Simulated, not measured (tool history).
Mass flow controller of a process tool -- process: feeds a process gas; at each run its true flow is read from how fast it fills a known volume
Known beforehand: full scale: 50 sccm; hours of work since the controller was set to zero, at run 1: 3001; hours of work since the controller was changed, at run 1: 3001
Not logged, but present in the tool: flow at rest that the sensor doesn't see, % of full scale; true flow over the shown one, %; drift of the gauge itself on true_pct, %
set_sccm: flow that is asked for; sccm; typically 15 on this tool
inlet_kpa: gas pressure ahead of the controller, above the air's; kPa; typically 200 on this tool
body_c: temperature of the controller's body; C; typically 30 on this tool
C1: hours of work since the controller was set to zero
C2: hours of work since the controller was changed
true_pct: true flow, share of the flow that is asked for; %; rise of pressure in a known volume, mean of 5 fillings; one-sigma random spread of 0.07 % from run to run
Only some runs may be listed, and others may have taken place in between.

Run 1, day 0.000: usual settings; C1 3001; C2 3001. Result: true_pct 97.83 %.
Run 2, day 2.558: usual settings but set_sccm 36 sccm; C1 3047; C2 3047. Result: true_pct 98.78 %.
Run 3, day 5.292: usual settings; C1 3095; C2 3095. Result: true_pct 97.91 %.
Run 4, day 8.054: usual settings; C1 3144; C2 3144. Result: true_pct 97.76 %.
Run 5, day 12.758: usual settings; C1 3227; C2 3227. Result: true_pct 97.59 %.
Run 6, day 16.525: usual settings; C1 3294; C2 3294. Result: true_pct 97.71 %.

Predict the results of run 7:
Run 7, day 19.662: usual settings; C1 3349; C2 3349. Result: true_pct ?.

{"run 7": {"true_pct": 97.74}}
The same run, on a tool lacking any hidden state, would have yielded true_pct 97.94 %.

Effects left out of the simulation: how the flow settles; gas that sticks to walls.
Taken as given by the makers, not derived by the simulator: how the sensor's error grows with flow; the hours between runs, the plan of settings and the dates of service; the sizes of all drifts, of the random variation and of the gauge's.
